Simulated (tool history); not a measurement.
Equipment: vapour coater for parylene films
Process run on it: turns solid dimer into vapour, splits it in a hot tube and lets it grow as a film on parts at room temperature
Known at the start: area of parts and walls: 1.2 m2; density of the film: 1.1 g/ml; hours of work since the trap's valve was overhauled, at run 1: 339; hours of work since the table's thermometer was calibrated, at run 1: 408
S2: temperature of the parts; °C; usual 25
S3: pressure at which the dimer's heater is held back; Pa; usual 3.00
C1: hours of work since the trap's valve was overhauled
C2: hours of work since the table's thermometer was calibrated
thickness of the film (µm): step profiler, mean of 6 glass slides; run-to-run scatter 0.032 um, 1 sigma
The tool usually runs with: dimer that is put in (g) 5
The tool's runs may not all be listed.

{"run": 1, "day": 0.0, "dimer that is put in (g)": 5, "S2": 25, "S3": 3.0, "C1": 339, "C2": 408, "thickness of the film (µm)": 2.75}
{"run": 2, "day": 0.979, "dimer that is put in (g)": 5, "S2": 25, "S3": 11.76, "C1": 354, "C2": 423, "thickness of the film (µm)": 2.35}
{"run": 3, "day": 1.883, "dimer that is put in (g)": 5, "S2": 25, "S3": 11.76, "C1": 368, "C2": 438, "thickness of the film (µm)": 2.38}
{"run": 4, "day": 2.854, "dimer that is put in (g)": 2, "S2": 25, "S3": 3.0, "C1": 383, "C2": 453, "thickness of the film (µm)": 1.04}
{"day": 3.104, "done": "trap's valve overhauled"}
{"run": 5, "day": 3.612, "dimer that is put in (g)": 2, "S2": 25, "S3": 3.0, "C1": 8, "C2": 462, "thickness of the film (µm)": 1.22}
{"run": 6, "day": 4.179, "dimer that is put in (g)": 5, "S2": 25, "S3": 8.69, "C1": 17, "C2": 471, "thickness of the film (µm)": 2.73}
{"run": 7, "day": 4.992, "dimer that is put in (g)": 5, "S2": 25, "S3": 4.89, "C1": 29, "C2": 483, "thickness of the film (µm)": 2.85}
{"run": 8, "day": 5.854, "dimer that is put in (g)": 5, "S2": 25, "S3": 4.89, "C1": 43, "C2": 497, "thickness of the film (µm)": 2.84}
{"run": 9, "day": 6.529, "dimer that is put in (g)": 5, "S2": 25, "S3": 2.62, "C1": 53, "C2": 507, "thickness of the film (µm)": 2.97}
{"run": 10, "day": 6.958, "dimer that is put in (g)": 6, "S2": 26, "S3": 2.33, "C1": 60, "C2": 514, "thickness of the film (µm)": 3.57}
{"run": 11, "day": 7.871, "dimer that is put in (g)": 6, "S2": 26, "S3": 2.33, "C1": 74, "C2": 528, "thickness of the film (µm)": 3.54}
{"run": 12, "day": 8.704, "dimer that is put in (g)": 7, "S2": 22, "S3": 2.33, "C1": 87, "C2": 541, "thickness of the film (µm)": 4.6}
{"run": 13, "day": 9.358, "dimer that is put in (g)": 4, "S2": 18, "S3": 4.23, "C1": 97, "C2": 551, "thickness of the film (µm)": 2.65}
{"run": 14, "day": 10.012, "dimer that is put in (g)": 5, "S2": 25, "S3": 2.34, "C1": 108, "C2": 562, "thickness of the film (µm)": 2.98}
{"run": 15, "day": 10.725, "dimer that is put in (g)": 5, "S2": 25, "S3": 2.54, "C1": 119, "C2": 573, "thickness of the film (µm)": 2.88}
{"run": 16, "day": 11.267, "dimer that is put in (g)": 4, "S2": 18, "S3": 10.31, "C1": 127, "C2": 581, "thickness of the film (µm)": 2.47}
{"run": 17, "day": 11.846, "dimer that is put in (g)": 4, "S2": 18, "S3": 10.31, "C1": 136, "C2": 590, "thickness of the film (µm)": 2.46}

Below are 5 alternative next runs, each starting from the tool's condition after run 17. Predict each:
{"run": "A", "day": 12.362, "dimer that is put in (g)": 6, "S2": 17, "S3": 10.8, "C1": 144, "C2": 598, "thickness of the film (µm)": "?"}
{"run": "B", "day": 12.362, "dimer that is put in (g)": 3, "S2": 36, "S3": 10.52, "C1": 144, "C2": 598, "thickness of the film (µm)": "?"}
{"run": "C", "day": 12.362, "dimer that is put in (g)": 4, "S2": 26, "S3": 7.15, "C1": 144, "C2": 598, "thickness of the film (µm)": "?"}
{"run": "D", "day": 12.362, "dimer that is put in (g)": 7, "S2": 18, "S3": 10.31, "C1": 144, "C2": 598, "thickness of the film (µm)": "?"}
{"run": "E", "day": 12.362, "dimer that is put in (g)": 9, "S2": 27, "S3": 8.94, "C1": 144, "C2": 598, "thickness of the film (µm)": "?"}

run=A thickness_of_the_film_(µm)=3.74
run=B thickness_of_the_film_(µm)=1.20
run=C thickness_of_the_film_(µm)=2.08
run=D thickness_of_the_film_(µm)=4.31
run=E thickness_of_the_film_(µm)=4.42
Take away the tool's hidden state, keep each run's random variation, and the runs would have read:
run=A thickness_of_the_film_(µm)=3.98
run=B thickness_of_the_film_(µm)=1.28
run=C thickness_of_the_film_(µm)=2.22
run=D thickness_of_the_film_(µm)=4.58
run=E thickness_of_the_film_(µm)=4.71
